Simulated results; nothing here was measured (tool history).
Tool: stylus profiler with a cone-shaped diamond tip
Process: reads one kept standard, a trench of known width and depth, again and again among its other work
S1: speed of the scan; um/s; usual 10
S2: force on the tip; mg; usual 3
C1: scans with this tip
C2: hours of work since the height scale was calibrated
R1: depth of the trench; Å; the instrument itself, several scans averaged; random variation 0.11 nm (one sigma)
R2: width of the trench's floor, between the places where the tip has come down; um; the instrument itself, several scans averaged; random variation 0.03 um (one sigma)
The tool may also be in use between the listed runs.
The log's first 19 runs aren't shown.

Run 20, day 10.192: usual settings but S1 35 um/s; C1 3099; C2 359. Result: R1 2036.2 Å, R2 97.87 um.
Run 21, day 10.688: usual settings but S1 37 um/s, S2 2.15 mg; C1 3146; C2 364. Result: R1 2029.9 Å, R2 97.9 um.
Run 22, day 11.25: usual settings but S2 1.92 mg; C1 3200; C2 370. Result: R1 2027.4 Å, R2 98.03 um.
Run 23, day 11.762: usual settings but S2 1.42 mg; C1 3249; C2 376. Result: R1 2020.8 Å, R2 98.05 um.
Run 24, day 12.312: usual settings but S1 8 um/s, S2 6.83 mg; C1 3301; C2 382. Result: R1 2063.7 Å, R2 98.04 um.
Run 25, day 12.721: usual settings but S1 3 um/s, S2 8.96 mg; C1 3341; C2 387. Result: R1 2073.3 Å, R2 98.05 um.
Run 26, day 13.079: usual settings but S1 7 um/s, S2 3.77 mg; C1 3375; C2 391. Result: R1 2040 Å, R2 98.03 um.
Run 27, day 13.658: usual settings but S1 23 um/s, S2 4.48 mg; C1 3430; C2 397. Result: R1 2046.1 Å, R2 97.98 um.
Run 28, day 14.088: usual settings but S1 20 um/s, S2 4.12 mg; C1 3471; C2 402. Result: R1 2043 Å, R2 97.99 um.
Run 29, day 14.825: usual settings but S1 7 um/s, S2 4.12 mg; C1 3541; C2 410. Result: R1 2043.8 Å, R2 98.02 um.
Run 30, day 15.558: usual settings but S1 27 um/s, S2 2 mg; C1 3612; C2 418. Result: R1 2026.4 Å, R2 97.94 um.
Run 31, day 16.1: usual settings but S1 3 um/s, S2 4.16 mg; C1 3663; C2 424. Result: R1 2045.7 Å, R2 97.99 um.
Run 32, day 16.562: usual settings but S1 3 um/s, S2 4.16 mg; C1 3708; C2 429. Result: R1 2044.7 Å, R2 98.05 um.
Run 33, day 17.117: usual settings but S1 13 um/s, S2 6.55 mg; C1 3760; C2 435. Result: R1 2060 Å, R2 98.01 um.
Run 34, day 17.412: usual settings but S1 13 um/s, S2 6.55 mg; C1 3789; C2 439. Result: R1 2061.5 Å, R2 98.02 um.
Run 35, day 18.129: usual settings but S1 3 um/s; C1 3857; C2 446. Result: R1 2038.5 Å, R2 97.98 um.
Run 36, day 18.775: usual settings but S1 3 um/s; C1 3919; C2 454. Result: R1 2036.4 Å, R2 98.05 um.

3 ways to go on from here, each from the tool as it stands after run 36. What would each give?
Run A, day 19.417: usual settings but S1 3 um/s, S2 4.6 mg; C1 3980; C2 461. Result: R1 ?, R2 ?.
Run B, day 19.417: usual settings but S1 16 um/s, S2 1.14 mg; C1 3980; C2 461. Result: R1 ?, R2 ?.
Run C, day 19.417: usual settings but S1 8 um/s, S2 1.31 mg; C1 3980; C2 461. Result: R1 ?, R2 ?.

run      R1     R2
  A  2047.7  98.15
  B  2017.6  97.95
  C    2021  98.03
Without the tool's hidden state the same runs would have given:
run      R1     R2
  A  2047.7  98.15
  B  2017.6  97.96
  C  2020.9  98.03
